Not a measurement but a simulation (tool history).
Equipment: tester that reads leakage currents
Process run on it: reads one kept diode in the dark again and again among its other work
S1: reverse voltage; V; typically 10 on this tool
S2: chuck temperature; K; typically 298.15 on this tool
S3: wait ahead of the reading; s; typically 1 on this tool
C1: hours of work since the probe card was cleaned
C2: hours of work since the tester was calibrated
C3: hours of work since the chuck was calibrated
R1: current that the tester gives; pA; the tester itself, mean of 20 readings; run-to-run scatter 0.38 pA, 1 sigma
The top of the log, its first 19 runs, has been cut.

Run 20, hour 1028.6: usual settings but S3 1.23 s; C1 1322; C2 1105; C3 1622. Result: R1 129.44 pA.
Run 21, hour 1076.6: usual settings but S1 9.5 V, S2 304.15 K, S3 5.65 s; C1 1350; C2 1133; C3 1650. Result: R1 212.72 pA.
At hour 1082.9: probe card cleaned and baked.
Run 22, hour 1110.3: usual settings but S1 9.5 V, S2 315.15 K, S3 5.65 s; C1 16; C2 1150; C3 1667. Result: R1 563.48 pA.
Run 23, hour 1141.9: usual settings but S2 307.15 K, S3 0.79 s; C1 34; C2 1168; C3 1685. Result: R1 293.25 pA.
At hour 1210.7: probe card cleaned and baked, once more.
Run 24, hour 1215: usual settings but S2 307.15 K, S3 0.79 s; C1 2; C2 1208; C3 1725. Result: R1 278.52 pA.
Run 25, hour 1289.1: usual settings but S2 307.15 K, S3 0.79 s; C1 45; C2 1251; C3 1768. Result: R1 277.47 pA.
Run 26, hour 1326.5: usual settings but S2 307.15 K, S3 0.44 s; C1 66; C2 1272; C3 1789. Result: R1 283.26 pA.
At hour 1349.2: chuck's temperature calibrated.
Run 27, hour 1386.8: usual settings but S1 8.5 V, S2 296.15 K, S3 1.23 s; C1 99; C2 1305; C3 21. Result: R1 96.21 pA.
Run 28, hour 1452: usual settings but S1 8.5 V, S2 296.15 K, S3 1.23 s; C1 137; C2 1343; C3 59. Result: R1 97.01 pA.
Run 29, hour 1519.3: usual settings but S1 1.5 V, S3 7.35 s; C1 175; C2 1381; C3 97. Result: R1 49.7 pA.
Run 30, hour 1594.3: usual settings but S1 15.3 V, S2 318.15 K, S3 6.73 s; C1 218; C2 1424; C3 140. Result: R1 933.11 pA.
Run 31, hour 1665.3: usual settings but S1 15.3 V, S2 318.15 K, S3 6.73 s; C1 259; C2 1464; C3 181. Result: R1 931.94 pA.
Run 32, hour 1722.8: usual settings but S1 1.9 V, S2 320.15 K, S3 1.26 s; C1 292; C2 1497; C3 214. Result: R1 405.11 pA.
Run 33, hour 1755.3: usual settings but S1 1.9 V, S2 320.15 K, S3 1.26 s; C1 310; C2 1516; C3 232. Result: R1 404.43 pA.
Run 34, hour 1809.2: usual settings but S1 1.9 V, S2 320.15 K, S3 1.26 s; C1 341; C2 1547; C3 263. Result: R1 405.42 pA.
Run 35, hour 1853.5: usual settings but S1 16.1 V, S2 300.15 K, S3 4.1 s; C1 366; C2 1572; C3 288. Result: R1 192.51 pA.
Run 36, hour 1904.8: usual settings but S1 1.5 V, S2 324.15 K, S3 2.83 s; C1 396; C2 1601; C3 318. Result: R1 503 pA.
Run 37, hour 1974.9: usual settings but S1 1.7 V, S2 324.15 K, S3 2.83 s; C1 436; C2 1641; C3 358. Result: R1 535.46 pA.
Run 38, hour 2028.8: usual settings but S1 1.7 V, S2 324.15 K, S3 2.83 s; C1 466; C2 1672; C3 388. Result: R1 534.14 pA.
Run 39, hour 2068.5: usual settings but S1 4.1 V, S2 320.15 K, S3 5.89 s; C1 489; C2 1695; C3 411. Result: R1 585.8 pA.
Run 40, hour 2138.5: usual settings but S1 4.1 V, S2 320.15 K, S3 5.89 s; C1 529; C2 1735; C3 451. Result: R1 581.77 pA.

3 options for the next run, each taken on its own from the tool as it stands now. Forecast them:
Run A, hour 2195.5: usual settings but S1 1.4 V, S2 301.15 K, S3 5.68 s; C1 562; C2 1767; C3 484. Result: R1 ?.
Run B, hour 2195.5: usual settings but S1 6.2 V, S2 326.15 K, S3 0.37 s; C1 562; C2 1767; C3 484. Result: R1 ?.
Run C, hour 2195.5: usual settings but S1 1.2 V, S2 320.15 K, S3 5.89 s; C1 562; C2 1767; C3 484. Result: R1 ?.

run       R1
  A    63.76
  B  1178.45
  C   323.14
Stripped of hidden state, with their random variation kept, the same runs would have yielded:
run       R1
  A    63.42
  B  1176.61
  C   323.07
